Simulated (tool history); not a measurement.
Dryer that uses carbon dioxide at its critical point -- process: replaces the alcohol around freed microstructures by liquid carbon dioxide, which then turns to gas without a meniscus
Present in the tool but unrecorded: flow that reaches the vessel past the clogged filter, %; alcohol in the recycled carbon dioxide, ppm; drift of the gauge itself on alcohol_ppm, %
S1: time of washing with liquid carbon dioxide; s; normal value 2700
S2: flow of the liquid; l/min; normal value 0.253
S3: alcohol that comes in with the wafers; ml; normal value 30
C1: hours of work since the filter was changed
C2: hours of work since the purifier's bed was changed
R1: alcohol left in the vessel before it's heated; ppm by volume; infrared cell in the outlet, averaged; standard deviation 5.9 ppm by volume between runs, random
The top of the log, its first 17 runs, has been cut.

run	hour	S1	S2	S3	C1	C2	R1
18	148.3	2700	0.165	21	135	128	867
19	157.9	2700	0.165	21	140	133	894
20	163.0	2700	0.165	21	142	135	897
21	167.9	2700	0.415	21	144	137	49
22	174.0	2700	0.255	85	147	140	950
23	183.6	2700	0.229	107	151	144	1761
24	188.5	2700	0.229	107	153	147	1790
25	196.7	2700	0.229	107	157	150	1725
26	206.2	2820	0.294	20	161	155	128
27	212.7	1800	0.294	81	164	157	2184
28	219.9	1980	0.253	38	168	161	1240
29	229.1	1980	0.253	38	172	165	1276
30	237.5	2700	0.242	30	176	169	459
31	247.1	2700	0.419	60	180	173	102
32	257.7	2100	0.211	53	185	178	2438
33	262.4	2700	0.253	57	187	180	757
34	268.6	1860	0.197	30	190	183	2154
35	273.6	2280	0.197	35	192	185	1568
36	280.6	2280	0.197	35	195	188	1614
37	288.8	3600	0.253	35	199	192	167
38	298.3	3600	0.253	35	203	196	170
39	307.0	3600	0.253	35	207	200	173
40	317.1	2700	0.173	33	212	205	1423
41	326.1	2460	0.153	28	216	209	1976
42	334.9	3720	0.188	72	220	213	951

Branching from run 42: 4 alternative next runs. What would each branch give?
# hour 339.6: inlet filter changed
A	341.8	2280	0.394	55	1	215	?
# hour 339.6: inlet filter changed
B	341.8	3360	0.181	25	1	215	?
# hour 339.6: inlet filter changed
C	341.8	2700	0.200	30	1	215	?
# hour 339.6: inlet filter changed
D	341.8	3660	0.267	53	1	215	?

run	R1
A	128
B	317
C	542
D	90
Without the tool's hidden state the same runs would have given:
run	R1
A	93
B	281
C	505
D	57

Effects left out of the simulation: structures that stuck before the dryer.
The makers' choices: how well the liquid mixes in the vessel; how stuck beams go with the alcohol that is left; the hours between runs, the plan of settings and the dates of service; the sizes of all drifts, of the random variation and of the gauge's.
